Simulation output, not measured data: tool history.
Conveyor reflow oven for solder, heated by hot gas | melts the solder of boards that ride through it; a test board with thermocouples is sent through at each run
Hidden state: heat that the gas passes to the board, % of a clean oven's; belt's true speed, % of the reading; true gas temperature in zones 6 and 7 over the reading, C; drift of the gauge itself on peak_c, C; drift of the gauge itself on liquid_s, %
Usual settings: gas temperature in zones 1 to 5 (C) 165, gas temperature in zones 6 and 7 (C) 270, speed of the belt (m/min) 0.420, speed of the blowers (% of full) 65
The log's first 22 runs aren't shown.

| run | hour | gas temperature in zones 1 to 5 (C) | gas temperature in zones 6 and 7 (C) | speed of the belt (m/min) | speed of the blowers (% of full) | hours of work since the flux was cleaned out | hours of work since the belt drive was overhauled | hours of work since the thermocouples were changed | highest temperature of the board (C) | time above the solder's melting point (s) |
|---|---|---|---|---|---|---|---|---|---|---|
| 23 | 207.4 | 162 | 273 | 0.473 | 75 | 21 | 213 | 182 | 253.4 | 53.8 |
| 24 | 218.7 | 162 | 266 | 0.473 | 75 | 29 | 221 | 190 | 247.7 | 49.2 |
| 25 | 227.2 | 167 | 281 | 0.473 | 75 | 35 | 227 | 196 | 261.6 | 60.3 |
| 26 | 232.4 | 165 | 270 | 0.489 | 75 | 39 | 230 | 200 | 250.5 | 50.0 |
| 27 | 239.1 | 165 | 270 | 0.403 | 86 | 44 | 235 | 205 | 258.3 | 70.1 |
| 28 | 250.8 | 165 | 270 | 0.403 | 86 | 52 | 243 | 213 | 258.6 | 70.1 |
| 29 | 262.0 | 165 | 270 | 0.403 | 86 | 60 | 251 | 221 | 258.8 | 69.9 |
| 30 | 270.1 | 165 | 270 | 0.403 | 86 | 66 | 257 | 227 | 258.8 | 70.1 |
| 31 | 276.2 | 173 | 263 | 0.391 | 57 | 70 | 261 | 231 | 248.6 | 65.4 |

3 ways to go on from here, each from the tool as it stands after run 31. What would each give?
| A | 284.5 | 173 | 275 | 0.399 | 69 | 76 | 267 | 237 | ? | ? |
| B | 284.5 | 173 | 263 | 0.389 | 60 | 76 | 267 | 237 | ? | ? |
| C | 284.5 | 165 | 270 | 0.496 | 58 | 76 | 267 | 237 | ? | ? |

| run | highest temperature of the board (C) | time above the solder's melting point (s) |
|---|---|---|
| A | 261.5 | 74.3 |
| B | 249.3 | 66.8 |
| C | 244.5 | 43.3 |
Without the tool's hidden state the same runs would have given:
| run | highest temperature of the board (C) | time above the solder's melting point (s) |
|---|---|---|
| A | 261.5 | 74.3 |
| B | 249.3 | 66.8 |
| C | 244.6 | 43.4 |
